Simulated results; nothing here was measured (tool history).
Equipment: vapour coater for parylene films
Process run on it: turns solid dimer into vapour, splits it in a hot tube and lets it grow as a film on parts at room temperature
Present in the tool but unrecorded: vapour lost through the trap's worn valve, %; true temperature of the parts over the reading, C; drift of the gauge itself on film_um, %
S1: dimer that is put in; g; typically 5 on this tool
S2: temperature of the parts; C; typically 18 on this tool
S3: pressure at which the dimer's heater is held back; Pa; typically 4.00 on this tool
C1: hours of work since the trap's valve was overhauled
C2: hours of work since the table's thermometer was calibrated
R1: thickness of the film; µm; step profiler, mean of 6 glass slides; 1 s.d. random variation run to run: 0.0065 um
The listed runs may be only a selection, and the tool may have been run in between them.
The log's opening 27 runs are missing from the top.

run     day  S1  S2    S3   C1    C2     R1
 28  19.725   4  13  5.47   68   864  2.088
 29  20.438   4  13  5.47   82   878  2.089
 30  21.454   4  13  5.47  101   898  2.084
 31  22.117   5  14  2.29  114   910  3.015
 32  23.088   4  27  4.35  133   929  1.512
 33  24.142   6  15  4.77  153   950  3.018
 34  24.588   9  15  9.34  162   958  3.963
 35  25.438   9  12  8.15  178   975  4.401
 36  26.354   3  29  8.15  196   993  0.935
 37  27.162   5  11  3.39  212  1008  2.987

Branching from run 37: 5 alternative next runs. What would each branch give?
  A  27.725   6  12   2.61  223  1019   ?
  B  27.725   3  10  11.71  223  1019   ?
  C  27.725   4  18   5.25  223  1019   ?
  D  27.725   5  21   8.64  223  1019   ?
  E  27.725   5  11   3.39  223  1019   ?

run     R1
  A  3.651
  B  1.425
  C  1.812
  D  1.889
  E  2.966
With no hidden state in the tool, these same runs would have given:
run     R1
  A  3.730
  B  1.456
  C  1.851
  D  1.930
  E  3.030
